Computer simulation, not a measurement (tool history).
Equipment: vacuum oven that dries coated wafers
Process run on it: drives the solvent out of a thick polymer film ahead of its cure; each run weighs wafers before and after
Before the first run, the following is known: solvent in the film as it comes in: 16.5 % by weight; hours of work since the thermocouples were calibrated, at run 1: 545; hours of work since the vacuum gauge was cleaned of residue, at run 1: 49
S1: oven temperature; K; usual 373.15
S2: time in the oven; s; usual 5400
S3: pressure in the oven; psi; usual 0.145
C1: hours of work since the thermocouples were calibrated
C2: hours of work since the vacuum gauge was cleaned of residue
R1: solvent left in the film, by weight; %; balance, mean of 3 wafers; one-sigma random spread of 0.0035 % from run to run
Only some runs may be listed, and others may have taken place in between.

run  hour      S1    S2     S3   C1   C2     R1
  1   0.0  373.15  5400  0.145  545   49  1.041
  2   5.2  373.15  5400  0.145  549   53  1.037
  3  11.2  373.15  5400  0.145  554   58  1.041
  4  21.3  373.15  5400  0.145  561   65  1.037
  5  33.2  373.15  5400  0.145  570   74  1.033
  6  39.7  373.15  5760  0.145  575   79  0.901
  7  48.0  373.15  5760  0.145  581   85  0.895
  8  59.2  373.15  5760  0.145  589   93  0.892
  9  68.4  373.15  4140  0.145  596  100  1.789
 10  75.3  369.15  5640  0.145  601  105  1.675
 11  81.2  369.15  5640  0.145  605  109  1.669
 12  87.2  376.15  3240  0.078  610  114  1.859

Alternative continuations, all from the tool just after run 12; predict every row:
  A  99.2  382.15  5400  0.252  619  123   ?
  B  99.2  365.15  8580  0.377  619  123   ?
  C  99.2  373.15  5400  0.187  619  123   ?

run     R1
  A  0.362
  B  1.698
  C  1.088
Had the tool no hidden state, the same runs would have come out as:
run     R1
  A  0.372
  B  1.761
  C  1.140
